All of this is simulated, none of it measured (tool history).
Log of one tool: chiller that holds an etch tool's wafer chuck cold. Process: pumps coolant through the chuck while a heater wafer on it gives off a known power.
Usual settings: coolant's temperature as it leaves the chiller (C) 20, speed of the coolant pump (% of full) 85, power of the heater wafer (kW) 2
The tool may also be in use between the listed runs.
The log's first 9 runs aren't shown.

run	hour	coolant's temperature as it leaves the chiller (C)	speed of the coolant pump (% of full)	power of the heater wafer (kW)	hours since the coolant was changed and the channels were flushed	hours since the pump was overhauled	hours since the chiller's thermometer was calibrated	chuck's temperature once it has settled (K)	how much warmer the coolant comes back (C)
10	426.3	20	75	2	2600	602	539	310.05	9.42
11	470.8	20	75	2	2645	647	584	310.25	9.43
12	524.8	20	75	2	2699	701	638	310.25	9.46
13	584.5	20	81	2	2758	760	698	308.85	8.68
14	632.5	20	85	2.233	2806	808	746	310.05	9.3
15	691.7	20	85	2.106	2866	868	805	309.15	8.77
16	733.8	20	85	2.106	2908	910	847	308.95	8.73
17	786.2	20	69	2.135	2960	962	899	312.75	10.84
18	815.2	17	85	1.135	2989	991	928	298.85	4.71
19	868.2	16	90	1.166	3042	1044	981	297.65	4.63
20	896.2	16	90	1.166	3070	1072	1009	297.65	4.63
21	940.1	18	67	2.242	3114	1116	1053	312.15	11.85
22	1000.4	18	67	2.247	3174	1176	1113	312.05	11.79
23	1047.9	18	67	2.247	3222	1224	1161	312.15	11.79
24	1077.3	13	85	2	3251	1253	1190	301.45	8.32
25	1131.5	13	85	2	3305	1307	1245	301.25	8.34
26	1197.9	27	85	1.404	3372	1374	1311	310.75	5.93
27	1242.6	12	67	2	3416	1418	1356	303.85	10.55
28	1270.8	20	67	2.052	3445	1447	1384	312.35	10.79
29	1321.5	20	67	2.052	3495	1497	1435	312.55	10.83
30	1369.7	20	67	1.617	3544	1545	1483	308.45	8.54
31	1399.4	20	67	1.617	3573	1575	1512	308.25	8.46
32	1438.9	20	67	1.617	3613	1615	1552	308.25	8.52

4 ways to go on from here, each from the tool as it stands after run 32. What would each give?
A	1467.2	30	67	1.905	3641	1643	1580	?	?
B	1467.2	20	85	1.619	3641	1643	1580	?	?
C	1467.2	15	62	1.617	3641	1643	1580	?	?
D	1467.2	20	85	1.055	3641	1643	1580	?	?

run	chuck's temperature once it has settled (K)	how much warmer the coolant comes back (C)
A	321.25	10.02
B	305.45	6.81
C	304.35	9.14
D	301.15	4.35
Without the tool's hidden state the same runs would have given:
run	chuck's temperature once it has settled (K)	how much warmer the coolant comes back (C)
A	321.25	10.02
B	305.45	6.81
C	304.25	9.14
D	301.15	4.35
